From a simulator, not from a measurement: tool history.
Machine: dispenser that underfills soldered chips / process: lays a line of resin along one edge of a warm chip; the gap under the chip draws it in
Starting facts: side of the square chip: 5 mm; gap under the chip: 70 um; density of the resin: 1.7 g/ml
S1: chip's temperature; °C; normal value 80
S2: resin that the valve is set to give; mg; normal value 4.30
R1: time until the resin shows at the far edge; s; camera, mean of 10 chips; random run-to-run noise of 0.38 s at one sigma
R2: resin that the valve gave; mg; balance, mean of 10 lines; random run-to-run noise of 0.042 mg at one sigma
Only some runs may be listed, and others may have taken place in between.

Run 1, hour 0.0: usual settings. Result: R1 29.6 s, R2 4.23 mg.
At hour 4.1: new syringe of resin.
Run 2, hour 4.7: usual settings. Result: R1 24.6 s, R2 4.11 mg.
Run 3, hour 11.4: usual settings but S2 5.56 mg. Result: R1 36.2 s, R2 5.31 mg.
At hour 12.3: new syringe of resin.
Run 4, hour 17.4: usual settings but S2 5.56 mg. Result: R1 31.1 s, R2 5.30 mg.
At hour 20.1: new syringe of resin.
Run 5, hour 23.5: usual settings but S2 5.56 mg. Result: R1 27.9 s, R2 5.33 mg.
At hour 28.0: new syringe of resin.
Run 6, hour 28.6: usual settings but S2 5.56 mg. Result: R1 23.5 s, R2 5.40 mg.
Run 7, hour 33.3: usual settings but S2 5.56 mg. Result: R1 31.1 s, R2 5.28 mg.
At hour 36.0: new syringe of resin.
Run 8, hour 39.6: usual settings but S1 65 °C, S2 4.55 mg. Result: R1 58.7 s, R2 4.26 mg.
Run 9, hour 42.6: usual settings but S1 92 °C, S2 3.96 mg. Result: R1 21.3 s, R2 3.77 mg.
At hour 44.0: new syringe of resin.
Run 10, hour 48.9: usual settings but S1 91 °C, S2 4.11 mg. Result: R1 19.8 s, R2 3.86 mg.
At hour 51.8: new syringe of resin.
Run 11, hour 53.1: usual settings but S1 76 °C, S2 4.35 mg. Result: R1 30.7 s, R2 4.08 mg.
Run 12, hour 57.3: usual settings but S1 93 °C, S2 5.05 mg. Result: R1 17.1 s, R2 4.76 mg.
At hour 59.8: new syringe of resin.
Run 13, hour 64.2: usual settings but S1 66 °C, S2 4.27 mg. Result: R1 59.8 s, R2 3.99 mg.

Each row is a separate what-if for the run after 13, all from the same tool condition, not one after another. Results?
At hour 67.8: new syringe of resin.
Run A, hour 70.5: usual settings but S1 66 °C, S2 4.73 mg. Result: R1 ?, R2 ?.
At hour 67.8: new syringe of resin.
Run B, hour 70.5: usual settings but S1 82 °C. Result: R1 ?, R2 ?.
At hour 67.8: new syringe of resin.
Run C, hour 70.5: usual settings but S1 66 °C, S2 4.82 mg. Result: R1 ?, R2 ?.
At hour 67.8: new syringe of resin.
Run D, hour 70.5: usual settings but S2 4.74 mg. Result: R1 ?, R2 ?.
At hour 67.8: new syringe of resin.
Run E, hour 70.5: usual settings but S1 72 °C. Result: R1 ?, R2 ?.

run    R1    R2
  A  54.8  4.40
  B  26.1  4.01
  C  53.9  4.52
  D  29.0  4.44
  E  41.1  3.98
Without the tool's hidden state the same runs would have given:
run    R1    R2
  A  47.1  4.71
  B  22.2  4.29
  C  46.3  4.84
  D  24.9  4.75
  E  35.1  4.26
